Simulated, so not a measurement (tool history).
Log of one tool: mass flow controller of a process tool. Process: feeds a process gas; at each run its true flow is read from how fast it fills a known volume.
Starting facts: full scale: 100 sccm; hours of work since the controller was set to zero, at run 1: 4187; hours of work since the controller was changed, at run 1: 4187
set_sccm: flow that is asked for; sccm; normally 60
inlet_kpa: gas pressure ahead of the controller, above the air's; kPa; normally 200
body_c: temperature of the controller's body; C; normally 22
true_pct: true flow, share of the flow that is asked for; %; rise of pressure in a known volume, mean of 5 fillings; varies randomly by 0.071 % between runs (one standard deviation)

| run | hour | set_sccm | inlet_kpa | body_c | hours of work since the controller was set to zero | hours of work since the controller was changed | true_pct |
|---|---|---|---|---|---|---|---|
| 1 | 0.0 | 60 | 200 | 22 | 4187 | 4187 | 99.58 |
| 2 | 341.9 | 60 | 200 | 22 | 4323 | 4323 | 99.58 |
| 3 | 758.3 | 60 | 200 | 22 | 4489 | 4489 | 99.64 |
| 4 | 1125.4 | 60 | 200 | 22 | 4635 | 4635 | 99.60 |
| 5 | 1437.1 | 60 | 200 | 22 | 4759 | 4759 | 99.66 |
| 6 | 1642.3 | 60 | 141 | 22 | 4841 | 4841 | 99.29 |
| 7 | 1878.5 | 15 | 141 | 22 | 4935 | 4935 | 99.15 |
| 8 | 2113.4 | 60 | 200 | 22 | 5029 | 5029 | 99.57 |
| 9 | 2407.0 | 60 | 200 | 34 | 5146 | 5146 | 100.55 |
| 10 | 2707.6 | 60 | 200 | 34 | 5265 | 5265 | 100.57 |
| 11 | 2909.0 | 60 | 200 | 22 | 5346 | 5346 | 99.69 |
| 12 | 3157.6 | 60 | 200 | 22 | 5445 | 5445 | 99.53 |
| 13 | 3472.3 | 60 | 200 | 22 | 5570 | 5570 | 99.51 |
| 14 | 3692.6 | 60 | 200 | 22 | 5658 | 5658 | 99.66 |
| 15 | 4006.9 | 48 | 200 | 22 | 5783 | 5783 | 99.53 |
| 16 | 4340.6 | 48 | 200 | 22 | 5916 | 5916 | 99.66 |
| 17 | 4603.6 | 60 | 200 | 22 | 6020 | 6020 | 99.61 |
| 18 | 4827.7 | 43 | 200 | 22 | 6110 | 6110 | 99.62 |
| 19 | 5083.0 | 60 | 271 | 22 | 6211 | 6211 | 99.92 |
| 20 | 5482.5 | 60 | 271 | 22 | 6370 | 6370 | 99.97 |
| 21 | 5758.3 | 60 | 271 | 22 | 6480 | 6480 | 99.77 |
| 22 | 6022.3 | 60 | 271 | 22 | 6585 | 6585 | 100.01 |
| 23 | 6263.7 | 60 | 162 | 22 | 6681 | 6681 | 99.36 |
| 24 | 6570.0 | 60 | 200 | 31 | 6803 | 6803 | 100.37 |
| 25 | 6791.5 | 95 | 144 | 20 | 6892 | 6892 | 99.36 |
| 26 | 7144.8 | 60 | 222 | 22 | 7032 | 7032 | 99.53 |
| 27 | 7464.2 | 11 | 257 | 21 | 7159 | 7159 | 99.43 |
| 28 | 7651.2 | 11 | 257 | 21 | 7234 | 7234 | 99.55 |
| 29 | 7852.7 | 60 | 230 | 22 | 7314 | 7314 | 99.62 |
| 30 | 8258.6 | 46 | 229 | 36 | 7476 | 7476 | 100.85 |
| 31 | 8561.1 | 78 | 200 | 24 | 7596 | 7596 | 99.83 |

Run 32 is up next; what results do you expect?
| 32 | 8771.2 | 37 | 200 | 28 | 7680 | 7680 | ? |

true_pct: 99.87 %
The same run, on a tool lacking any hidden state, would have yielded true_pct 99.91 %.

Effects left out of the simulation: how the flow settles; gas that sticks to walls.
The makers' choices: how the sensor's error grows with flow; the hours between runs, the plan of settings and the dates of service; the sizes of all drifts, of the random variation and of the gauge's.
